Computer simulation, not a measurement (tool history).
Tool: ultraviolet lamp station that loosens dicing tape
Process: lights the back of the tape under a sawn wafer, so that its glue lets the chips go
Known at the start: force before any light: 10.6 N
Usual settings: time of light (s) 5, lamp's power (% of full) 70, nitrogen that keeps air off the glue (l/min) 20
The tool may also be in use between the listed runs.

run     day  time of light (s)  lamp's power (% of full)  nitrogen that keeps air off the glue (l/min)  force that peels the tape off (N)  light that reached the tape (J/m2)
  1       0                  5                        70                                            20                              0.743                                1390
  2     0.8                  5                        70                                            20                              0.762                                1380
  3     1.7                  5                        70                                            20                              0.815                                1360
  4   2.562                  5                        66                                            20                              0.934                                1300
  5   3.121                  5                        66                                            20                              0.965                                1230
  6   4.079                  3                        70                                            20                              2.354                                 790
  7   4.925                  5                        70                                            20                              0.904                                1290
  8   5.525                  5                        70                                            20                              0.929                                1300
  9   6.054                  5                        70                                            20                              0.914                                1320
 10     6.6                  5                        70                                            20                              0.925                                1300
 11   7.658                  5                        70                                            20                              0.958                                1240
 12   8.167                  5                        79                                            20                              0.747                                1390
 13   9.304                  5                        79                                            20                              0.811                                1380
 14  10.229                  5                        79                                            20                              0.838                                1390
 15   10.85                  5                        70                                            20                               1.08                                1190
 16   11.85                  5                        70                                            20                              1.113                                1190
 17  12.504                  5                        83                                            20                              0.798                                1370
      13.05  -- window cleaned of glue's vapour
 18  13.317                  5                        70                                            20                              1.376                                1120
 19  14.388                  5                        70                                            20                               1.36                                1050
     15.242  -- lamp changed
 20  15.325                  5                        97                                            20                              0.306                                2040
 21  15.921                  5                        70                                            20                              0.703                                1470
     16.796  -- window cleaned of glue's vapour, once more
 22  17.042                  5                        70                                            20                              0.416                                1780
 23   17.85                  5                        70                                            20                              0.424                                1780
 24  18.592                  5                        84                                            35                              0.231                                2140
 25  19.421                  5                        84                                            21                              0.273                                2050
 26  20.317                  3                        98                                             8                              1.211                                1430
 27  21.462                  3                        98                                             8                              1.282                                1400
 28   22.35                  5                        91                                             8                              0.508                                2160
 29  23.442                  5                        91                                             8                              0.498                                2120
 30  24.608                  5                        91                                             8                              0.527                                2080
 31  25.454                 10                        70                                             9                              0.212                                3190
 32  25.983                  8                        74                                            12                              0.242                                2630
 33  26.675                  8                        74                                            12                              0.239                                2650
 34  27.838                  8                        74                                            12                              0.247                                2600
 35  28.792                  5                        83                                            20                              0.414                                1800
 36  29.442                  5                        83                                            20                              0.423                                1780
 37   30.55                  5                        83                                            20                              0.446                                1770
     30.862  -- window cleaned of glue's vapour
 38  31.254                  5                        75                                            21                              0.424                                1810
 39  31.733                  5                        79                                             9                              0.633                                1870
 40  32.208                  6                        79                                            14                              0.313                                2250
 41  33.317                  4                        80                                            20                              0.655                                1480
 42    34.4                  4                        65                                             6                              1.999                                1180
 43  35.254                  5                        66                                            26                              0.549                                1530

Measured less the same run without the tool's hidden state. The same run-to-run variation is in both; the gauge's scatter may not be:
The hidden state here: lamp's light, % of a new lamp's; light that the window lets through, % of a clean one's; drift of the gauge itself on peel_n, %; drift of the gauge itself on dose_mj_cm2, %.
run  force that peels the tape off (N)  light that reached the tape (J/m2)
  1                             +0.359                                -440
  2                              +0.38                                -450
  3                             +0.416                                -480
  4                             +0.489                                -470
  5                             +0.504                                -480
  6                             +1.038                                -310
  7                             +0.503                                -540
  8                             +0.525                                -560
  9                             +0.524                                -570
 10                             +0.542                                -570
 11                             +0.576                                -600
 12                             +0.455                                -680
 13                             +0.505                                -700
 14                             +0.531                                -730
 15                             +0.685                                -650
 16                             +0.722                                -670
 17                             +0.527                                -810
 18                             +0.975                                -770
 19                             +0.974                                -790
 20                              +0.11                                -510
 21                             +0.297                                -380
 22                             +0.027                                 -50
 23                             +0.038                                 -70
 24                             +0.019                                -110
 25                             +0.033                                -130
 26                              +0.17                                -110
 27                             +0.209                                -130
 28                             +0.108                                -220
 29                             +0.122                                -260
 30                             +0.142                                -300
 31                             +0.034                                -500
 32                             +0.051                                -440
 33                             +0.054                                -460
 34                             +0.062                                -500
 35                             +0.146                                -370
 36                             +0.157                                -390
 37                             +0.176                                -430
 38                             +0.086                                -180
 39                             +0.138                                -200
 40                             +0.064                                -260
 41                             +0.169                                -190
 42                             +0.421                                -180
 43                             +0.168                                -240
